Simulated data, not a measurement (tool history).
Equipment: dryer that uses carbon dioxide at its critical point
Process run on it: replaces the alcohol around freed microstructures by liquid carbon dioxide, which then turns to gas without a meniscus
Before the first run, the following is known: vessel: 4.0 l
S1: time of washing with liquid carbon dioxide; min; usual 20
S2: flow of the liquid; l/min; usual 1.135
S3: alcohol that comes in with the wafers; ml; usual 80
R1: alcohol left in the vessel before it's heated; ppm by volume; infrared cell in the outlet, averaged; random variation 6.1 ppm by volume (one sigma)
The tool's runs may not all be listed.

run	day	S1	S2	S3	R1
1	0	20	1.135	80	515
2	0.446	20	1.135	80	503
3	0.829	20	0.85	80	1272
4	1.096	20	0.85	80	1259
5	1.425	20	1.135	80	527
6	1.888	20	1.135	80	543
7	2.212	20	1.135	80	538
8	2.608	20	1.135	80	538
9	3.042	20	1.135	80	517
10	3.517	20	1.135	27	195
11	3.975	16	1.135	80	1094
12	4.175	12	1.135	80	2309
13	4.579	20	1.135	40	273
14	4.788	20	1.135	40	277
# day 5.021: inlet filter changed
15	5.062	20	1.135	40	137
16	5.55	20	1.135	40	129
17	5.817	20	1.135	40	133
18	6.096	20	1.135	80	252
19	6.425	20	1.135	80	254
20	6.729	20	1.135	80	254
21	7.021	20	1.135	80	249
22	7.367	20	1.135	80	255
23	7.729	20	1.135	91	289
24	8.188	20	1.135	91	284
25	8.579	20	1.135	91	287
26	9.033	20	1	80	440
27	9.442	15	1.58	80	228
28	9.858	15	1.58	22	58
29	10.154	15	1.58	22	62
30	10.404	26	1.13	28	34
31	10.742	14	1.13	97	1158
32	10.95	20	1.58	60	55

Run 33 has not been measured yet. What should we expect?
33	11.146	20	1.58	60	?

{"run 33": {"R1": 42}}
Had the tool carried no hidden state, the very same run would have given R1 28 ppm by volume.
